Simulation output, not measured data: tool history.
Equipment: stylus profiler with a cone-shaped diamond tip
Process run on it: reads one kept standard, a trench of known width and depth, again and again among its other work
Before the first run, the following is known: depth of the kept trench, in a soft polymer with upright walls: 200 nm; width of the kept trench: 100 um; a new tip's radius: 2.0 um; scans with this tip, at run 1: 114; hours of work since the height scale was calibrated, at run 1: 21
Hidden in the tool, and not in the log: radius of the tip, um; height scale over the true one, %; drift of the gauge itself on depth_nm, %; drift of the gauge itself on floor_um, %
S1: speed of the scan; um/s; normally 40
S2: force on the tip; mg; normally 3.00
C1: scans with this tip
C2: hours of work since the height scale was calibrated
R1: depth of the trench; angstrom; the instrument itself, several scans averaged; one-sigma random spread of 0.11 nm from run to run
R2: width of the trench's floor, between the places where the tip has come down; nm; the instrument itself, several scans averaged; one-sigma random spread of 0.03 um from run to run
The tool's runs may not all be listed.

| run | hour | S1 | S2 | C1 | C2 | R1 | R2 |
|---|---|---|---|---|---|---|---|
| 1 | 0.0 | 40 | 3.00 | 114 | 21 | 2018.9 | 97980 |
| 2 | 13.9 | 40 | 3.00 | 172 | 31 | 2019.7 | 98010 |
| 3 | 21.7 | 40 | 8.35 | 205 | 37 | 2038.5 | 98120 |
| 4 | 30.2 | 40 | 3.00 | 240 | 44 | 2021.2 | 98040 |
| 5 | 40.6 | 40 | 3.00 | 284 | 52 | 2021.1 | 98050 |
| 6 | 51.3 | 40 | 3.00 | 328 | 60 | 2019.1 | 98020 |
| 7 | 58.7 | 40 | 3.00 | 359 | 66 | 2020.0 | 98030 |
| 8 | 73.2 | 40 | 3.00 | 420 | 77 | 2019.8 | 98060 |
| 9 | 84.4 | 40 | 3.00 | 467 | 85 | 2020.3 | 98020 |
| 10 | 91.7 | 40 | 3.00 | 497 | 91 | 2020.1 | 98030 |
| 11 | 100.9 | 40 | 3.00 | 536 | 98 | 2020.8 | 98080 |
| 12 | 113.1 | 40 | 3.00 | 587 | 107 | 2018.8 | 98070 |
| 13 | 120.8 | 40 | 3.00 | 619 | 113 | 2021.2 | 98010 |
| 14 | 131.7 | 40 | 3.00 | 665 | 122 | 2021.3 | 97950 |
| 15 | 142.4 | 20 | 3.00 | 709 | 130 | 2021.4 | 98150 |
| 16 | 154.8 | 40 | 1.17 | 761 | 139 | 2008.6 | 97890 |
| 17 | 169.6 | 40 | 3.00 | 823 | 151 | 2020.8 | 98030 |
| 18 | 184.0 | 40 | 3.00 | 883 | 162 | 2020.2 | 98040 |
| 19 | 197.7 | 40 | 8.39 | 941 | 172 | 2038.4 | 98180 |
| 20 | 212.2 | 40 | 8.39 | 1001 | 183 | 2040.5 | 98130 |
| 21 | 223.7 | 40 | 8.39 | 1049 | 192 | 2041.1 | 98110 |
| 22 | 234.6 | 40 | 8.39 | 1095 | 200 | 2040.6 | 98070 |
| 23 | 247.3 | 132 | 8.39 | 1148 | 210 | 2038.8 | 97820 |
| 24 | 261.1 | 132 | 8.39 | 1206 | 221 | 2039.0 | 97810 |
| 25 | 267.4 | 136 | 6.08 | 1232 | 225 | 2032.7 | 97700 |
| 26 | 275.0 | 136 | 6.08 | 1264 | 231 | 2032.5 | 97720 |
| 27 | 283.0 | 40 | 1.35 | 1297 | 237 | 2012.6 | 97950 |
| 28 | 291.1 | 70 | 1.16 | 1331 | 244 | 2010.6 | 97600 |
| 29 | 302.0 | 12 | 2.23 | 1377 | 252 | 2015.1 | 98180 |
| 30 | 313.5 | 12 | 2.23 | 1425 | 261 | 2019.1 | 98210 |
| 31 | 321.4 | 154 | 1.15 | 1458 | 267 | 2011.5 | 96900 |
| 32 | 334.2 | 125 | 1.73 | 1511 | 276 | 2013.3 | 97320 |
| 33 | 344.8 | 125 | 1.73 | 1556 | 285 | 2014.1 | 97360 |
| 34 | 360.2 | 125 | 1.73 | 1620 | 296 | 2012.3 | 97340 |
| 35 | 369.5 | 125 | 1.73 | 1659 | 304 | 2013.2 | 97390 |
| 36 | 380.8 | 12 | 3.43 | 1706 | 312 | 2021.8 | 98220 |
| 37 | 395.5 | 32 | 1.64 | 1768 | 323 | 2015.5 | 98010 |
| 38 | 408.7 | 32 | 1.64 | 1823 | 334 | 2012.5 | 97990 |
| 39 | 415.5 | 32 | 1.64 | 1851 | 339 | 2012.8 | 97950 |
| 40 | 429.7 | 32 | 1.64 | 1911 | 350 | 2014.3 | 98010 |
| 41 | 435.9 | 64 | 1.80 | 1937 | 354 | 2013.1 | 97780 |
| 42 | 442.1 | 134 | 1.78 | 1963 | 359 | 2015.7 | 97320 |
| 43 | 453.2 | 134 | 3.83 | 2009 | 368 | 2022.0 | 97550 |
| 44 | 462.1 | 31 | 3.83 | 2046 | 374 | 2024.6 | 98080 |
| 45 | 475.9 | 31 | 3.83 | 2104 | 385 | 2024.0 | 98060 |
| 46 | 484.4 | 31 | 3.83 | 2140 | 391 | 2024.9 | 98130 |

What if the next run were any one of these 4? Each begins from the tool's condition after run 46:
| A | 490.7 | 66 | 1.39 | 2166 | 396 | ? | ? |
| B | 490.7 | 122 | 3.83 | 2166 | 396 | ? | ? |
| C | 490.7 | 96 | 2.57 | 2166 | 396 | ? | ? |
| D | 490.7 | 21 | 1.06 | 2166 | 396 | ? | ? |

| run | R1 | R2 |
|---|---|---|
| A | 2012.2 | 97710 |
| B | 2024.0 | 97680 |
| C | 2017.5 | 97690 |
| D | 2008.8 | 98050 |
Had the tool no hidden state, the same runs would have come out as:
| run | R1 | R2 |
|---|---|---|
| A | 2012.1 | 97710 |
| B | 2023.9 | 97680 |
| C | 2017.5 | 97690 |
| D | 2008.7 | 98060 |
